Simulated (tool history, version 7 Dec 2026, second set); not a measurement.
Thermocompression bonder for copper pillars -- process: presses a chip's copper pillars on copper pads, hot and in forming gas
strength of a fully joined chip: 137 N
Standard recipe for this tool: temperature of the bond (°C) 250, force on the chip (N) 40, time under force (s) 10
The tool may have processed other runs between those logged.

run,hour,temperature of the bond (°C),force on the chip (N),time under force (s),force that shears a chip off (N)
1,0.0,250,40,10,97.8
# hour 16.9: forming gas filter changed
2,20.5,250,40,10,98.1
3,37.6,250,40,10,98.6
4,56.8,250,40,10,98.6
5,68.8,250,31,10,81.6
6,79.6,250,40,10,98.2
7,97.2,250,40,10,99.1
8,115.6,250,40,10,98.4
9,131.7,221,40,10,74.9
10,143.9,221,40,10,74.9
11,157.9,250,40,10,97.7
12,167.5,250,38,10,94.9
13,183.2,250,38,10,95.1
14,203.0,237,40,23,106.6
15,211.6,237,40,23,108.3
16,229.8,237,40,23,108.1
17,241.9,237,40,23,107.8
18,254.8,266,30,14,100.5
19,267.6,266,30,14,100.6

What will run 20 give?
20,278.4,278,40,13,?

{"run 20": {"force that shears a chip off (N)": 120.5}}
Take away the tool's hidden state, keep the run-to-run variation as it was, and the same run would have given force that shears a chip off (N) 120.7.
